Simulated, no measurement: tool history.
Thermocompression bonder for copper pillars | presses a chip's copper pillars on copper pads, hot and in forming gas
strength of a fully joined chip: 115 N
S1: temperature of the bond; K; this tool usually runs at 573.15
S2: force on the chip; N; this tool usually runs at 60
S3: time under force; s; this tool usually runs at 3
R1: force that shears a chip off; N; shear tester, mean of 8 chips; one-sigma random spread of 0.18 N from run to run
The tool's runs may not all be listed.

run	day	S1	S2	S3	R1
1	0	573.15	60	3	41.4
2	0.729	573.15	60	3	41.1
3	1.175	573.15	60	3	41.6
4	1.762	573.15	60	5	49.8
5	2.471	573.15	60	5	49.5
# day 2.992: forming gas filter changed
6	3.225	573.15	60	5	55.7
7	3.996	572.15	60	3	45.8
8	4.842	572.15	60	3	45.6
9	5.462	573.15	70	3	51.8
10	6.333	573.15	60	2	39.3
11	6.925	545.15	60	3	33.3
12	7.825	545.15	60	3	33.3
13	8.4	545.15	60	3	33.3
14	9.042	545.15	60	3	33.2
15	9.712	585.15	58	3	50.5
16	10.317	585.15	58	3	50.7
17	10.933	585.15	58	3	50.3
18	11.575	585.15	58	3	50.2
19	12.033	589.15	72	5	70.6
20	12.608	589.15	50	3	47.3
21	13.417	588.15	67	3	57.1
22	14.217	594.15	67	3	60.6
23	15.042	569.15	73	3	50.3

Below are 5 alternative next runs, each starting from the tool's condition after run 23. Predict each:
A	15.779	561.15	73	5	?
B	15.779	574.15	52	5	?
C	15.779	563.15	43	3	?
D	15.779	591.15	77	3	?
E	15.779	569.15	38	8	?

run	R1
A	55.9
B	50.5
C	31.7
D	63.8
E	45.2
With the hidden condition removed and each run's random variation left untouched, the same runs would have given:
run	R1
A	57
B	51.6
C	32.2
D	65.3
E	46.1

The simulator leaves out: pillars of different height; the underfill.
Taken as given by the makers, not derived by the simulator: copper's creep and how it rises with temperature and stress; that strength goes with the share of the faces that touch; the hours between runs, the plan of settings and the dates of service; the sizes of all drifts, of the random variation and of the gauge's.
